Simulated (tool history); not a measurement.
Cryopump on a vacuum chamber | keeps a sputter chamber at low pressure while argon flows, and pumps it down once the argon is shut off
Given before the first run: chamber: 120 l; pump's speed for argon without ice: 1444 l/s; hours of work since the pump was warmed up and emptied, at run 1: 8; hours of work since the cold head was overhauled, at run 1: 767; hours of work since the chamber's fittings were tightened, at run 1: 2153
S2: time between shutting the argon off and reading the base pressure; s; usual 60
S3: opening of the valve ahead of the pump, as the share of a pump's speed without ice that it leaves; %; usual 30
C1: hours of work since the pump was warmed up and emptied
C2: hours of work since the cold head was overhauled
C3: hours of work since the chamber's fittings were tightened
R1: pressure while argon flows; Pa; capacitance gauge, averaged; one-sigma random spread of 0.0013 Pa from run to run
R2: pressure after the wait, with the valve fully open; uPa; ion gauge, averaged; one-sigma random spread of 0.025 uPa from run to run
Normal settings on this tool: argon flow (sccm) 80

Run 1, hour 0: usual settings; C1 8; C2 767; C3 2153. Result: R1 0.3143 Pa, R2 3.14 uPa.
Run 2, hour 49.7: usual settings; C1 39; C2 798; C3 2183. Result: R1 0.3168 Pa, R2 3.24 uPa.
Run 3, hour 84.1: usual settings but S3 28 %; C1 60; C2 819; C3 2205. Result: R1 0.3399 Pa, R2 3.21 uPa.
Run 4, hour 127.7: usual settings but S3 28 %; C1 87; C2 846; C3 2232. Result: R1 0.3411 Pa, R2 3.41 uPa.
Run 5, hour 182.4: usual settings but S3 28 %; C1 121; C2 880; C3 2265. Result: R1 0.343 Pa, R2 3.56 uPa.
Run 6, hour 238.5: usual settings but S3 28 %; C1 156; C2 915; C3 2300. Result: R1 0.3513 Pa, R2 3.67 uPa.
Run 7, hour 263.7: usual settings but argon flow (sccm) 125; C1 171; C2 931; C3 2316. Result: R1 0.5123 Pa, R2 3.6 uPa.
Run 8, hour 300.5: usual settings but argon flow (sccm) 125; C1 194; C2 953; C3 2338. Result: R1 0.5131 Pa, R2 3.74 uPa.
Run 9, hour 332.7: usual settings but argon flow (sccm) 125; C1 214; C2 973; C3 2358. Result: R1 0.521 Pa, R2 3.79 uPa.
Run 10, hour 365.5: usual settings but argon flow (sccm) 125; C1 234; C2 994; C3 2379. Result: R1 0.5205 Pa, R2 3.82 uPa.
Run 11, hour 407.7: usual settings but argon flow (sccm) 125; C1 260; C2 1020; C3 2405. Result: R1 0.5265 Pa, R2 3.97 uPa.
Run 12, hour 441.8: usual settings but S2 211 s; C1 281; C2 1041; C3 2426. Result: R1 0.3379 Pa, R2 3.59 uPa.
Run 13, hour 475.8: usual settings but argon flow (sccm) 36; C1 302; C2 1062; C3 2447. Result: R1 0.1545 Pa, R2 4.06 uPa.
Run 14, hour 515.1: usual settings but argon flow (sccm) 36; C1 327; C2 1086; C3 2471. Result: R1 0.153 Pa, R2 4.37 uPa.
At hour 546.4: pump warmed up, emptied and cooled again.
Run 15, hour 556.3: usual settings but argon flow (sccm) 36; C1 6; C2 1109; C3 2494. Result: R1 0.142 Pa, R2 3.51 uPa.
Run 16, hour 598.9: usual settings but argon flow (sccm) 36; C1 33; C2 1135; C3 2520. Result: R1 0.1427 Pa, R2 3.59 uPa.
Run 17, hour 639.3: usual settings but argon flow (sccm) 36; C1 58; C2 1160; C3 2545. Result: R1 0.1428 Pa, R2 3.71 uPa.
Run 18, hour 685.9: usual settings but argon flow (sccm) 36; C1 86; C2 1189; C3 2574. Result: R1 0.1443 Pa, R2 3.79 uPa.
Run 19, hour 719.1: usual settings but argon flow (sccm) 65, S3 56 %; C1 107; C2 1209; C3 2594. Result: R1 0.1443 Pa, R2 3.75 uPa.
Run 20, hour 766.1: usual settings but argon flow (sccm) 65, S2 34 s, S3 60 %; C1 136; C2 1238; C3 2623. Result: R1 0.1383 Pa, R2 4.55 uPa.
Run 21, hour 796.8: usual settings but argon flow (sccm) 65, S2 34 s, S3 60 %; C1 155; C2 1257; C3 2643. Result: R1 0.1382 Pa, R2 4.57 uPa.
Run 22, hour 825: usual settings but argon flow (sccm) 65, S2 34 s, S3 24 %; C1 172; C2 1275; C3 2660. Result: R1 0.3316 Pa, R2 4.58 uPa.
Run 23, hour 859: usual settings but S2 24 s, S3 28 %; C1 193; C2 1296; C3 2681. Result: R1 0.3532 Pa, R2 5.25 uPa.
Run 24, hour 881.7: usual settings but argon flow (sccm) 143, S2 134 s; C1 207; C2 1310; C3 2695. Result: R1 0.5901 Pa, R2 3.83 uPa.
At hour 912.6: leaking fittings of the chamber tightened, without venting.
Run 25, hour 929.9: usual settings but argon flow (sccm) 56, S2 47 s, S3 29 %; C1 236; C2 1338; C3 11. Result: R1 0.2389 Pa, R2 1.2 uPa.
Run 26, hour 977.2: usual settings but argon flow (sccm) 70, S2 106 s; C1 265; C2 1368; C3 40. Result: R1 0.2959 Pa, R2 0.73 uPa.
Run 27, hour 1010.3: usual settings but argon flow (sccm) 144, S3 47 %; C1 286; C2 1388; C3 60. Result: R1 0.4053 Pa, R2 1.12 uPa.
Run 28, hour 1053: usual settings but argon flow (sccm) 34, S2 137 s; C1 312; C2 1415; C3 87. Result: R1 0.1456 Pa, R2 0.74 uPa.
Run 29, hour 1078.6: usual settings but argon flow (sccm) 34, S2 137 s; C1 328; C2 1430; C3 103. Result: R1 0.1459 Pa, R2 0.75 uPa.
At hour 1109.1: pump warmed up, emptied and cooled again.
Run 30, hour 1111.9: usual settings but argon flow (sccm) 46, S2 181 s; C1 2; C2 1448; C3 120. Result: R1 0.1809 Pa, R2 0.62 uPa.
Run 31, hour 1139.7: usual settings but argon flow (sccm) 46, S2 181 s, S3 27 %; C1 19; C2 1465; C3 137. Result: R1 0.2018 Pa, R2 0.63 uPa.
Run 32, hour 1178: usual settings but argon flow (sccm) 58, S2 154 s, S3 55 %; C1 43; C2 1489; C3 161. Result: R1 0.128 Pa, R2 0.73 uPa.
Run 33, hour 1228.7: usual settings but argon flow (sccm) 58, S2 39 s, S3 27 %; C1 74; C2 1520; C3 192. Result: R1 0.2565 Pa, R2 1.6 uPa.
Run 34, hour 1257.3: usual settings but argon flow (sccm) 50, S2 59 s; C1 92; C2 1538; C3 210. Result: R1 0.2012 Pa, R2 1.26 uPa.

Difference, measured minus no-hidden-state, one row per run. Run-to-run variation is common to both terms; the gauge's own scatter need not be:
The tool's hidden condition here consists of: pump's speed, % of a pump's without ice; cold plate's temperature, K; leak into the chamber, uPa l/s; drift of the gauge itself on working_pa, %; drift of the gauge itself on base_upa, %.
run       R1     R2
  1  +0.0025  +2.19
  2  +0.0047   +2.3
  3  +0.0063   +2.3
  4  +0.0082  +2.45
  5  +0.0108  +2.57
  6  +0.0139   +2.7
  7  +0.0236  +2.67
  8   +0.027   +2.8
  9  +0.0299  +2.85
 10  +0.0329  +2.86
 11   +0.037  +3.04
 12  +0.0259  +3.15
 13  +0.0126  +3.14
 14  +0.0136  +3.38
 15  +0.0013  +2.55
 16  +0.0021  +2.64
 17  +0.0029  +2.73
 18   +0.004  +2.82
 19  +0.0085  +2.85
 20  +0.0106  +3.01
 21   +0.012  +3.05
 22  +0.0132  +3.09
 23  +0.0178  +3.19
 24   +0.034   +3.3
 25  +0.0152  +0.07
 26  +0.0218  +0.11
 27  +0.0484  +0.16
 28  +0.0127   +0.2
 29  +0.0136  +0.23
 30  +0.0016  +0.14
 31  +0.0023  +0.17
 32  +0.0042   +0.2
 33  +0.0059  +0.24
 34   +0.006  +0.27
